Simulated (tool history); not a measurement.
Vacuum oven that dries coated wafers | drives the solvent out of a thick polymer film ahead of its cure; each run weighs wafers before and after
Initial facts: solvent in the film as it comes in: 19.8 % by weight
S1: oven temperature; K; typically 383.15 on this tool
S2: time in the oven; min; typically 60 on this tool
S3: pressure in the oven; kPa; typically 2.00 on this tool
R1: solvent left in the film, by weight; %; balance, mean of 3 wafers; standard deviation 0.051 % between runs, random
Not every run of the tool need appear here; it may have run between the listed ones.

run	hour	S1	S2	S3	R1
1	0.0	383.15	60	2.00	1.72
2	11.4	383.15	60	2.00	1.68
3	35.0	383.15	60	2.00	1.67
4	56.9	383.15	60	2.00	1.71
5	75.9	383.15	38	2.00	3.06
6	97.3	383.15	38	2.00	3.01
7	122.7	383.15	38	2.00	3.02
8	147.6	383.15	60	2.00	1.69
9	172.3	383.15	60	2.00	1.76
10	184.2	383.15	60	2.00	1.67
11	209.2	383.15	60	2.00	1.60
12	230.5	396.15	60	2.00	0.85
13	253.9	383.15	60	2.00	1.70
14	271.6	383.15	60	2.00	1.69
15	284.9	383.15	60	2.00	1.63
16	304.3	383.15	60	2.00	1.63
17	317.2	383.15	78	2.00	1.32
18	337.8	383.15	78	2.00	1.34
19	353.2	383.15	78	2.00	1.36
20	370.2	383.15	78	2.00	1.36
21	389.4	396.15	78	7.41	2.67
22	403.0	368.15	74	1.04	4.77
23	424.3	372.15	48	1.04	5.50
24	440.1	372.15	48	1.04	5.36
25	464.2	375.15	60	2.00	3.73
26	481.9	375.15	60	2.00	3.72
27	495.7	375.15	60	2.00	3.61
28	518.4	375.15	60	2.00	3.73
29	533.9	372.15	84	2.00	3.40

Run 30 has not been measured yet. What should we expect?
30	547.8	372.15	76	2.24	?

R1: 3.92 %
Without the tool's hidden state the same run would have given R1 3.93 %.

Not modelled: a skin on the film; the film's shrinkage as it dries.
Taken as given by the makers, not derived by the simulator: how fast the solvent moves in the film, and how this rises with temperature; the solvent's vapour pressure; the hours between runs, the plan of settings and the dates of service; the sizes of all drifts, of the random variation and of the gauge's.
